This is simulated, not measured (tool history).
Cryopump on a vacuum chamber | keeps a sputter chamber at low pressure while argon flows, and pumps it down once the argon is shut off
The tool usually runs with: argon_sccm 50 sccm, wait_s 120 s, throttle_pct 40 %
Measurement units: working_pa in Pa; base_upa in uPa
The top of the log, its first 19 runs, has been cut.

run,hour,argon_sccm,wait_s,throttle_pct,hours of work since the pump was warmed up and emptied,hours of work since the cold head was overhauled,hours of work since the chamber's fittings were tightened,working_pa,base_upa
20,213.6,96,96,29,284,284,181,0.2766,0.68
21,228.9,41,98,29,292,292,189,0.1184,0.67
22,241.2,41,98,29,299,299,196,0.1185,0.71
23,253.2,50,120,29,305,305,202,0.1455,0.70
24,260.9,50,120,29,309,309,207,0.1456,0.68
25,270.8,26,39,25,315,315,212,0.0864,1.04
26,286.0,26,39,25,323,323,220,0.0862,1.00
27,295.7,49,120,23,328,328,225,0.1771,0.75
28,305.0,40,161,18,333,333,230,0.1831,0.66
29,315.8,40,161,18,339,339,236,0.1853,0.71
30,326.9,40,161,18,345,345,242,0.1848,0.72
31,339.8,83,227,29,352,352,249,0.2419,0.71
32,350.5,83,227,29,357,357,255,0.2431,0.72
33,365.8,83,227,29,366,366,263,0.2396,0.74
34,378.6,50,120,31,373,373,270,0.1380,0.80
35,389.7,27,22,31,379,379,276,0.0749,1.55

3 ways to go on from here, each from the tool as it stands after run 35. What would each give?
A,401.0,29,120,50,385,385,282,?,?
B,401.0,25,82,37,385,385,282,?,?
C,401.0,27,72,31,385,385,282,?,?

run,working_pa,base_upa
A,0.0518,0.84
B,0.0591,0.89
C,0.0750,0.91
Without the tool's hidden state the same runs would have given:
run,working_pa,base_upa
A,0.0471,0.30
B,0.0550,0.36
C,0.0706,0.37

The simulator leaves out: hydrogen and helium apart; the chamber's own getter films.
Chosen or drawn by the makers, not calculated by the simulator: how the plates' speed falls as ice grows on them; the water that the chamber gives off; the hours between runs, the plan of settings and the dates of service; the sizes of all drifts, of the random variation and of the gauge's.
